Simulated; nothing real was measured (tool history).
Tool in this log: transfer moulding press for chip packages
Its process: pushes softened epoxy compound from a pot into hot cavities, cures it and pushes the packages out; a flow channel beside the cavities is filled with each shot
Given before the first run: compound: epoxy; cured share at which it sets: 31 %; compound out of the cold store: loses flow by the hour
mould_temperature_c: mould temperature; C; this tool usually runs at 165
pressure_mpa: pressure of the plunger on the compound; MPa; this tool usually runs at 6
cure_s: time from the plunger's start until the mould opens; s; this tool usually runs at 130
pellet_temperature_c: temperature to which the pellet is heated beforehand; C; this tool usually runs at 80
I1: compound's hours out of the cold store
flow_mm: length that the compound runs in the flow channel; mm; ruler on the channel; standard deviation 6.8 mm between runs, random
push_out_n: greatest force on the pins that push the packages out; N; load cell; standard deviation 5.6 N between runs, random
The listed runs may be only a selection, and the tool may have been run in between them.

{"run": 1, "day": 0.0, "mould_temperature_c": 165, "pressure_mpa": 6, "cure_s": 130, "pellet_temperature_c": 80, "I1": 41.7, "flow_mm": 689, "push_out_n": 216}
{"run": 2, "day": 0.442, "mould_temperature_c": 171, "pressure_mpa": 6, "cure_s": 130, "pellet_temperature_c": 80, "I1": 25.9, "flow_mm": 709, "push_out_n": 219}
{"run": 3, "day": 1.129, "mould_temperature_c": 171, "pressure_mpa": 6, "cure_s": 130, "pellet_temperature_c": 80, "I1": 11.2, "flow_mm": 765, "push_out_n": 252}
{"day": 1.396, "done": "cavities cleaned with cleaning compound and waxed"}
{"run": 4, "day": 1.629, "mould_temperature_c": 165, "pressure_mpa": 6, "cure_s": 130, "pellet_temperature_c": 80, "I1": 33.1, "flow_mm": 723, "push_out_n": 222}
{"run": 5, "day": 1.954, "mould_temperature_c": 165, "pressure_mpa": 6, "cure_s": 122, "pellet_temperature_c": 80, "I1": 30.3, "flow_mm": 727, "push_out_n": 258}
{"run": 6, "day": 2.55, "mould_temperature_c": 165, "pressure_mpa": 6, "cure_s": 130, "pellet_temperature_c": 80, "I1": 18.5, "flow_mm": 763, "push_out_n": 291}
{"run": 7, "day": 2.896, "mould_temperature_c": 165, "pressure_mpa": 6, "cure_s": 130, "pellet_temperature_c": 80, "I1": 32.9, "flow_mm": 721, "push_out_n": 291}
{"day": 3.05, "done": "cavities cleaned with cleaning compound and waxed"}
{"run": 8, "day": 3.446, "mould_temperature_c": 165, "pressure_mpa": 6, "cure_s": 130, "pellet_temperature_c": 80, "I1": 32.3, "flow_mm": 711, "push_out_n": 227}
{"run": 9, "day": 4.067, "mould_temperature_c": 165, "pressure_mpa": 6, "cure_s": 130, "pellet_temperature_c": 80, "I1": 34, "flow_mm": 711, "push_out_n": 274}
{"run": 10, "day": 4.404, "mould_temperature_c": 165, "pressure_mpa": 6, "cure_s": 130, "pellet_temperature_c": 80, "I1": 41.1, "flow_mm": 692, "push_out_n": 288}
{"day": 4.738, "done": "cavities cleaned with cleaning compound and waxed"}
{"run": 11, "day": 4.975, "mould_temperature_c": 165, "pressure_mpa": 6.21, "cure_s": 130, "pellet_temperature_c": 80, "I1": 11.8, "flow_mm": 785, "push_out_n": 219}
{"day": 5.096, "done": "mould's thermocouples calibrated"}
{"day": 5.65, "done": "plunger's sealing rings changed"}
{"run": 12, "day": 5.792, "mould_temperature_c": 165, "pressure_mpa": 6.28, "cure_s": 124, "pellet_temperature_c": 71, "I1": 9.4, "flow_mm": 832, "push_out_n": 271}
{"run": 13, "day": 6.442, "mould_temperature_c": 165, "pressure_mpa": 6.28, "cure_s": 127, "pellet_temperature_c": 71, "I1": 40.1, "flow_mm": 724, "push_out_n": 288}
{"day": 6.604, "done": "cavities cleaned with cleaning compound and waxed"}
{"run": 14, "day": 7.029, "mould_temperature_c": 163, "pressure_mpa": 6.3, "cure_s": 130, "pellet_temperature_c": 84, "I1": 33.5, "flow_mm": 770, "push_out_n": 247}
{"run": 15, "day": 7.5, "mould_temperature_c": 165, "pressure_mpa": 4.91, "cure_s": 130, "pellet_temperature_c": 72, "I1": 46.2, "flow_mm": 638, "push_out_n": 253}
{"day": 7.829, "done": "mould's thermocouples calibrated, once more"}
{"run": 16, "day": 8.046, "mould_temperature_c": 165, "pressure_mpa": 4.91, "cure_s": 130, "pellet_temperature_c": 72, "I1": 22.9, "flow_mm": 698, "push_out_n": 304}
{"day": 8.338, "done": "cavities cleaned with cleaning compound and waxed"}
{"run": 17, "day": 8.7, "mould_temperature_c": 171, "pressure_mpa": 6, "cure_s": 130, "pellet_temperature_c": 80, "I1": 28.3, "flow_mm": 727, "push_out_n": 203}
{"run": 18, "day": 9.096, "mould_temperature_c": 165, "pressure_mpa": 6, "cure_s": 132, "pellet_temperature_c": 83, "I1": 35.6, "flow_mm": 725, "push_out_n": 250}
{"run": 19, "day": 9.542, "mould_temperature_c": 165, "pressure_mpa": 6, "cure_s": 130, "pellet_temperature_c": 89, "I1": 31.2, "flow_mm": 750, "push_out_n": 285}
{"run": 20, "day": 9.875, "mould_temperature_c": 165, "pressure_mpa": 6, "cure_s": 134, "pellet_temperature_c": 89, "I1": 31.2, "flow_mm": 732, "push_out_n": 299}
{"day": 10.0, "done": "cavities cleaned with cleaning compound and waxed"}
{"run": 21, "day": 10.508, "mould_temperature_c": 165, "pressure_mpa": 5.81, "cure_s": 131, "pellet_temperature_c": 89, "I1": 19.5, "flow_mm": 761, "push_out_n": 236}
{"run": 22, "day": 11.062, "mould_temperature_c": 163, "pressure_mpa": 6, "cure_s": 130, "pellet_temperature_c": 79, "I1": 12.2, "flow_mm": 817, "push_out_n": 317}

Here are 4 independent what-if runs from the current tool condition. What would each one return?
{"run": "A", "day": 11.4, "mould_temperature_c": 165, "pressure_mpa": 5.96, "cure_s": 130, "pellet_temperature_c": 80, "I1": 25.9, "flow_mm": "?", "push_out_n": "?"}
{"run": "B", "day": 11.4, "mould_temperature_c": 158, "pressure_mpa": 4.85, "cure_s": 130, "pellet_temperature_c": 73, "I1": 33.1, "flow_mm": "?", "push_out_n": "?"}
{"run": "C", "day": 11.4, "mould_temperature_c": 171, "pressure_mpa": 6.85, "cure_s": 130, "pellet_temperature_c": 80, "I1": 9.3, "flow_mm": "?", "push_out_n": "?"}
{"run": "D", "day": 11.4, "mould_temperature_c": 162, "pressure_mpa": 6, "cure_s": 130, "pellet_temperature_c": 80, "I1": 39.8, "flow_mm": "?", "push_out_n": "?"}

run=A flow_mm=746 push_out_n=300
run=B flow_mm=688 push_out_n=457
run=C flow_mm=815 push_out_n=269
run=D flow_mm=719 push_out_n=340
Had the tool no hidden state, the same runs would have come out as:
run=A flow_mm=767 push_out_n=201
run=B flow_mm=708 push_out_n=306
run=C flow_mm=838 push_out_n=177
run=D flow_mm=739 push_out_n=227
